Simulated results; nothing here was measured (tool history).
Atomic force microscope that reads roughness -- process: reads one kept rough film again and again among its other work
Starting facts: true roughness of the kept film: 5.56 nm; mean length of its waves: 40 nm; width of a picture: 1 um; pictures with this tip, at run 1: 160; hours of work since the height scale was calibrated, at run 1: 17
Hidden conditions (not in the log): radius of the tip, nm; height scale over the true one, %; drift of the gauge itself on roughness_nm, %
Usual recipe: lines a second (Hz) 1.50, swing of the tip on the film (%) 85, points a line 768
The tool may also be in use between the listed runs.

run   hour  lines a second (Hz)  swing of the tip on the film (%)  points a line  pictures with this tip  hours of work since the height scale was calibrated  roughness of the kept film (nm (root mean square))
  1    0.0                 1.50                                85            768                     160                                                   17                                               3.811
       7.5  -- new tip fitted
  2   12.4                 1.56                                85            768                      10                                                   25                                               4.446
  3   22.4                 1.50                                83            768                      32                                                   32                                               4.408
  4   30.8                 1.50                                83            768                      50                                                   38                                               4.291
  5   36.3                 1.50                                85            768                      62                                                   42                                               4.223
  6   42.3                 1.50                                85            768                      75                                                   46                                               4.133
  7   51.1                 1.50                                85            768                      95                                                   52                                               4.056
  8   58.8                 3.52                                85            768                     111                                                   58                                               3.638
  9   68.5                 3.52                                85            768                     133                                                   65                                               3.555
 10   75.5                 3.52                                85            768                     148                                                   69                                               3.477
 11   87.0                 1.50                                85            768                     173                                                   77                                               3.711
      89.4  -- new tip fitted
 12   99.1                 1.90                                85            768                      21                                                   86                                               4.357
 13  109.0                 1.50                                85            768                      43                                                   93                                               4.295
 14  116.3                 1.50                                85            768                      59                                                   98                                               4.222
 15  127.9                 1.50                                85            768                      84                                                  106                                               4.092
 16  135.3                 1.50                                85            768                     100                                                  111                                               4.006
 17  145.7                 1.50                                85            768                     123                                                  118                                               3.920
 18  156.5                 1.50                                85            768                     146                                                  126                                               3.824
 19  162.0                 1.07                                63            968                     158                                                  130                                               4.004
     170.5  -- new tip fitted
 20  174.6                 0.64                                85            768                       9                                                  138                                               4.659
 21  183.3                 0.57                                66            768                      28                                                  144                                               4.655
 22  195.4                 2.54                                71            318                      54                                                  153                                               4.252
 23  203.7                 1.50                                80            666                      72                                                  158                                               4.202
 24  215.6                 1.50                                80            666                      98                                                  167                                               4.054
     217.7  -- height scale calibrated on a step standard
 25  224.7                 1.50                                80            666                     116                                                    5                                               3.975
 26  233.3                 0.98                                85            301                     134                                                   11                                               3.917
 27  243.2                 1.94                                65            389                     156                                                   18                                               3.894
 28  248.4                 1.63                                87            900                     167                                                   21                                               3.667
     253.1  -- height scale calibrated on a step standard, once more
     254.3  -- new tip fitted
 29  259.6                 1.50                                85            279                      11                                                    4                                               4.463
 30  265.6                 1.50                                85            279                      24                                                    8                                               4.383
 31  277.8                 1.37                                85            768                      51                                                   17                                               4.304
 32  288.0                 1.37                                85            768                      73                                                   24                                               4.180
 33  294.6                 1.24                                65            300                      88                                                   29                                               4.272
 34  301.7                 1.24                                65            300                     103                                                   34                                               4.195
 35  310.9                 0.85                                88            768                     123                                                   40                                               4.022

Below are 5 alternative next runs, each starting from the tool's condition after run 35. Predict each:
  A  317.7                 0.85                                61            768                     138                                                   45                                                   ?
  B  317.7                 1.15                                76            843                     138                                                   45                                                   ?
  C  317.7                 0.85                                64            412                     138                                                   45                                                   ?
  D  317.7                 0.85                                88            768                     138                                                   45                                                   ?
  E  317.7                 3.24                                85            650                     138                                                   45                                                   ?

run  roughness of the kept film (nm (root mean square))
  A                                               4.094
  B                                               3.999
  C                                               4.042
  D                                               3.930
  E                                               3.581
Without the tool's hidden state the same runs would have given:
run  roughness of the kept film (nm (root mean square))
  A                                               4.846
  B                                               4.735
  C                                               4.785
  D                                               4.653
  E                                               4.240

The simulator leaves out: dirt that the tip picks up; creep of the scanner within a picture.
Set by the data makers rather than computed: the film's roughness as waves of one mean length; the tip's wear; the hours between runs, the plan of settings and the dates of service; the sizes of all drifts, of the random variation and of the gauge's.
